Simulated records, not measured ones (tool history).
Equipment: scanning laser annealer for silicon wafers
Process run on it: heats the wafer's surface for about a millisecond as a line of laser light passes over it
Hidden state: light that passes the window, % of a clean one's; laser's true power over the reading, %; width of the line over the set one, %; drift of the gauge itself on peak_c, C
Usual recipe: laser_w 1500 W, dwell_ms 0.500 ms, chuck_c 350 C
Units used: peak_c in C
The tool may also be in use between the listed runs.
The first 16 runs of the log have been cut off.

run	day	laser_w	dwell_ms	chuck_c	hours of work since the window was cleaned	hours of work since the power meter was calibrated	hours of work since the optics were aligned	peak_c
17	6.312	1500	0.500	350	881	366	630	1056
18	6.846	1500	0.500	350	890	375	640	1057
19	7.171	1500	0.500	350	896	381	645	1060
20	7.479	1500	0.500	350	902	387	651	1058
21	7.996	1500	0.484	350	911	396	660	1049
22	8.362	1500	0.484	350	918	402	667	1049
23	8.633	1500	0.484	350	923	407	672	1049
24	9.038	1500	0.521	335	930	415	679	1056
25	9.575	1460	0.491	335	939	424	688	1019
26	9.942	1460	0.491	335	946	431	695	1013
# day 10.496: window over the wafer cleaned
27	10.600	1344	0.491	346	2	441	705	966
28	11.017	1500	0.601	350	9	449	713	1124
29	11.592	1593	0.601	338	20	459	723	1163
30	12.088	1593	0.601	338	29	468	732	1167
31	12.583	1497	0.465	327	37	477	741	1012
32	13.062	1345	0.438	339	46	485	749	926
33	13.392	1500	0.555	378	52	491	755	1117
34	13.692	1500	0.555	378	57	497	761	1119
35	14.138	1538	0.555	378	65	505	769	1143
36	14.529	1283	0.555	378	72	512	776	998
37	14.938	1275	0.510	362	80	519	783	953
38	15.475	1275	0.510	362	89	529	793	953
39	15.967	1605	0.500	352	98	537	802	1120
40	16.271	1605	0.500	352	104	543	807	1119
41	16.629	1500	0.401	350	110	549	813	994

4 ways to go on from here, each from the tool as it stands after run 41. What would each give?
A	16.875	1500	0.479	357	114	554	818	?
B	16.875	1500	0.500	377	114	554	818	?
C	16.875	1500	0.410	350	114	554	818	?
D	16.875	1424	0.354	374	114	554	818	?

run	peak_c
A	1053
B	1086
C	1002
D	946
With the hidden condition removed and each run's random variation left untouched, the same runs would have given:
run	peak_c
A	1053
B	1086
C	1002
D	946
